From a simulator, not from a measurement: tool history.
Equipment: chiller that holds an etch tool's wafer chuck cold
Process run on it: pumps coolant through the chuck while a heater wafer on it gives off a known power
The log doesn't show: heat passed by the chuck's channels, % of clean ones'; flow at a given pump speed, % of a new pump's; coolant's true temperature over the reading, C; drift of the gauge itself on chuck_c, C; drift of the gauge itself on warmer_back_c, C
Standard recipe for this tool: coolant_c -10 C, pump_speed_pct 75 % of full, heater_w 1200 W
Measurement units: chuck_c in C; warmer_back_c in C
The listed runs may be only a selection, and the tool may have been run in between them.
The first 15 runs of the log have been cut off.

run	hour	coolant_c	pump_speed_pct	heater_w	hours since the coolant was changed and the channels were flushed	hours since the pump was overhauled	hours since the chiller's thermometer was calibrated	chuck_c	warmer_back_c
16	1240.5	-10	81	1316	2745	3087	1575	-0.1	3.42
17	1327.9	-10	81	1316	2833	3175	1662	-0.2	3.47
18	1387.9	-16	75	1743	2893	3235	1722	-1.9	4.91
19	1515	-8	78	687	3020	3362	1849	-2.7	1.85
20	1591.5	-8	78	687	3096	3439	1926	-2.6	1.89
21	1651.3	-10	75	927	3156	3498	1985	-2.8	2.63
22	1760.5	-11	66	1200	3265	3607	2095	-0.2	3.86
23	1859.3	-11	67	1332	3364	3706	2193	0.9	4.21
# hour 1871: chiller's thermometer calibrated
24	1941.9	-11	67	1332	3446	3788	71	0.9	4.25
25	2039.4	-11	67	1332	3543	3885	168	1.1	4.22
26	2110.8	-11	67	1332	3615	3957	240	0.9	4.25
27	2201.6	-11	67	1332	3705	4048	331	1.1	4.28
28	2270.3	0	70	1336	3774	4116	399	11.9	4.07
29	2387.7	-13	70	1336	3892	4234	517	-1.3	4.13
30	2444.9	-13	70	1336	3949	4291	574	-1.2	4.11
# hour 2524.8: chiller's thermometer calibrated, once more
31	2524.8	-10	67	1200	4028	4370	0	1.2	3.91
32	2633.4	-10	75	1102	4136	4478	109	-0.4	3.2

What if the next run were any one of these 3? Each begins from the tool's condition after run 32:
A	2719.2	-10	67	1200	4222	4564	194	?	?
B	2719.2	-10	75	1303	4222	4564	194	?	?
C	2719.2	-9	63	1172	4222	4564	194	?	?

run	chuck_c	warmer_back_c
A	1.6	3.87
B	1.5	3.76
C	2.9	4.02
Stripped of hidden state, with their random variation kept, the same runs would have yielded:
run	chuck_c	warmer_back_c
A	-0.8	3.46
B	-0.9	3.36
C	0.5	3.6

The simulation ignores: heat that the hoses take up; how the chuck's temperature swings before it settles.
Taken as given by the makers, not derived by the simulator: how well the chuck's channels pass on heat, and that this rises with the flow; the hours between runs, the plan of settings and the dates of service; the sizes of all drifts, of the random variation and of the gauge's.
